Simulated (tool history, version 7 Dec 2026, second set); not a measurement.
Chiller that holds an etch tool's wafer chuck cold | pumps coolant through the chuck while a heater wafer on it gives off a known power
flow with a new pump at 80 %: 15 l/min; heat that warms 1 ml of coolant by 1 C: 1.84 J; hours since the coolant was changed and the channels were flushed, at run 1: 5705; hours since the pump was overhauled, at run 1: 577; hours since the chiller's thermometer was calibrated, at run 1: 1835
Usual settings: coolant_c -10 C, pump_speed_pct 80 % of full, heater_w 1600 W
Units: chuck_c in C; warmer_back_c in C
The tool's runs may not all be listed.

run,hour,coolant_c,pump_speed_pct,heater_w,hours since the coolant was changed and the channels were flushed,hours since the pump was overhauled,hours since the chiller's thermometer was calibrated,chuck_c,warmer_back_c
1,0.0,-10,80,1600,5705,577,1835,10.2,3.51
2,39.0,-10,80,1600,5744,616,1874,10.3,3.55
3,83.0,-10,80,1600,5788,660,1918,10.3,3.48
4,110.5,-10,80,1600,5815,688,1945,10.3,3.53
5,150.7,-10,80,1600,5856,728,1985,10.5,3.54
6,175.9,-10,80,1600,5881,753,2010,10.3,3.55
7,208.9,-16,80,1600,5914,786,2043,4.4,3.54
8,239.5,-16,80,1600,5944,817,2074,4.4,3.56
9,282.0,-16,80,1600,5987,859,2117,4.5,3.51
10,320.5,-10,80,1600,6025,898,2155,10.3,3.49
11,343.5,-10,80,1600,6048,921,2178,10.3,3.48
12,362.8,-17,80,1600,6068,940,2197,3.5,3.51
13,396.2,-9,80,1600,6101,973,2231,11.5,3.52
14,430.4,-9,80,1600,6135,1008,2265,11.5,3.57
15,467.1,-1,80,1600,6172,1044,2302,19.6,3.54
16,495.5,-10,80,2080,6200,1073,2330,16.9,4.59
17,525.3,-10,81,1600,6230,1103,2360,10.2,3.50
18,564.2,-10,81,1600,6269,1141,2399,10.4,3.47
19,605.8,-12,88,1523,6311,1183,2440,6.0,3.09
20,629.1,-20,80,1335,6334,1206,2464,-2.7,3.00
21,650.5,-8,75,1093,6355,1228,2485,7.1,2.64
22,693.2,0,70,1093,6398,1270,2528,16.2,2.77
23,728.4,0,70,1093,6433,1306,2563,16.2,2.75
24,747.9,0,98,1336,6453,1325,2582,14.4,2.40
25,788.0,0,98,1336,6493,1365,2623,14.4,2.42
26,817.9,0,98,1336,6523,1395,2652,14.5,2.38
27,856.6,-10,80,1395,6561,1434,2691,8.1,3.09
28,875.8,-18,87,1600,6581,1453,2710,1.3,3.26
29,899.6,-2,94,1299,6604,1477,2734,12.6,2.42
30,930.0,-2,94,1299,6635,1507,2765,12.7,2.40
31,951.7,-14,95,1176,6656,1529,2786,-0.9,2.16

Some steps in chuck_c between neighbouring runs. How much of each would the tool show without its hidden state too (settings, what came in, random variation), and how much is left for the hidden state, with any gauge scatter that isn't in both results?
The hidden state here: heat passed by the chuck's channels, % of clean ones'; flow at a given pump speed, % of a new pump's; coolant's true temperature over the reading, C; drift of the gauge itself on chuck_c, C; drift of the gauge itself on warmer_back_c, C.
Run 15 -> 16: coolant_c -1 -> -10, heater_w 1600 -> 2080. chuck_c -2.7 C: hidden state +0.6, all else -3.3.
Run 16 -> 17: pump_speed_pct 80 -> 81, heater_w 2080 -> 1600. chuck_c -6.7 C: hidden state -0.6, all else -6.1.
Run 20 -> 21: coolant_c -20 -> -8, pump_speed_pct 80 -> 75, heater_w 1335 -> 1093. chuck_c +9.8 C: hidden state -0.3, all else +10.1.
Run 28 -> 29: coolant_c -18 -> -2, pump_speed_pct 87 -> 94, heater_w 1600 -> 1299. chuck_c +11.3 C: hidden state -0.6, all else +11.9.
Run 30 -> 31: coolant_c -2 -> -14, pump_speed_pct 94 -> 95, heater_w 1299 -> 1176. chuck_c -13.6 C: hidden state -0.2, all else -13.4.

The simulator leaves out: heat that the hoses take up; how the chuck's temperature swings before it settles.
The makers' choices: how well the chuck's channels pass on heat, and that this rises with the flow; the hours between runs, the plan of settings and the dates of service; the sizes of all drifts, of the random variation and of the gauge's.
